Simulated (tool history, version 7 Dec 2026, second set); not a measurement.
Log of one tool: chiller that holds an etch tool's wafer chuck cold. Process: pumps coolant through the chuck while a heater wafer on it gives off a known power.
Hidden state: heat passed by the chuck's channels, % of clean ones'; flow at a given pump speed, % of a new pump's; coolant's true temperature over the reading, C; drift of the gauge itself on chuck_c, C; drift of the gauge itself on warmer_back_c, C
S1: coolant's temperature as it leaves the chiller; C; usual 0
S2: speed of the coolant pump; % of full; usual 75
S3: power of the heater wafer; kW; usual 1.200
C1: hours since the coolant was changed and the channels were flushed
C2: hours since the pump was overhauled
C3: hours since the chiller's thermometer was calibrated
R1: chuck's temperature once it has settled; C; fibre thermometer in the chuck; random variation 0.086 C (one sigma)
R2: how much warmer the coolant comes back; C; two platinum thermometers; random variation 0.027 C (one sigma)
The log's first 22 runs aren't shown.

Run 23, hour 1839.7: usual settings but S1 9 C, S2 68 % of full, S3 1.429 kW; C1 3467; C2 4759; C3 4270. Result: R1 22.17 C, R2 5.97 C.
Run 24, hour 1952.2: usual settings but S1 9 C, S2 79 % of full, S3 1.324 kW; C1 3580; C2 4871; C3 4383. Result: R1 19.42 C, R2 4.71 C.
Run 25, hour 2068.5: usual settings but S1 7 C, S2 78 % of full; C1 3696; C2 4987; C3 4499. Result: R1 16.69 C, R2 4.35 C.
Run 26, hour 2154.2: usual settings but S1 7 C, S2 78 % of full; C1 3782; C2 5073; C3 4585. Result: R1 16.69 C, R2 4.34 C.
Run 27, hour 2267.8: usual settings but S1 -8 C, S2 78 % of full; C1 3895; C2 5187; C3 4698. Result: R1 1.56 C, R2 4.33 C.
Run 28, hour 2321.8: usual settings but S3 1.158 kW; C1 3949; C2 5241; C3 4752. Result: R1 9.51 C, R2 4.37 C.
Run 29, hour 2414.3: usual settings but S3 1.158 kW; C1 4042; C2 5333; C3 4845. Result: R1 9.67 C, R2 4.35 C.
Run 30, hour 2474.3: usual settings but S3 1.158 kW; C1 4102; C2 5393; C3 4905. Result: R1 9.62 C, R2 4.35 C.
Run 31, hour 2525.0: usual settings but S1 7 C, S2 65 % of full, S3 0.731 kW; C1 4153; C2 5444; C3 4956. Result: R1 13.97 C, R2 3.18 C.
Run 32, hour 2644.8: usual settings but S1 7 C, S2 65 % of full, S3 0.731 kW; C1 4272; C2 5564; C3 5075. Result: R1 13.98 C, R2 3.17 C.

Forecast each of these 4 alternatives for the next run:
Run A, hour 2713.5: usual settings but S1 -1 C, S2 76 % of full, S3 1.767 kW; C1 4341; C2 5632; C3 5144. Result: R1 ?, R2 ?.
Run B, hour 2713.5: usual settings but S1 7 C, S2 65 % of full, S3 1.088 kW; C1 4341; C2 5632; C3 5144. Result: R1 ?, R2 ?.
Run C, hour 2713.5: usual settings but S2 61 % of full, S3 1.178 kW; C1 4341; C2 5632; C3 5144. Result: R1 ?, R2 ?.
Run D, hour 2713.5: usual settings but S1 -6 C, S2 74 % of full, S3 1.005 kW; C1 4341; C2 5632; C3 5144. Result: R1 ?, R2 ?.

run     R1    R2
  A  13.65  6.61
  B  17.43  4.76
  C  12.04  5.53
  D   2.29  3.81
Without the tool's hidden state the same runs would have given:
run     R1    R2
  A  13.64  6.61
  B  17.42  4.76
  C  12.03  5.52
  D   2.29  3.81
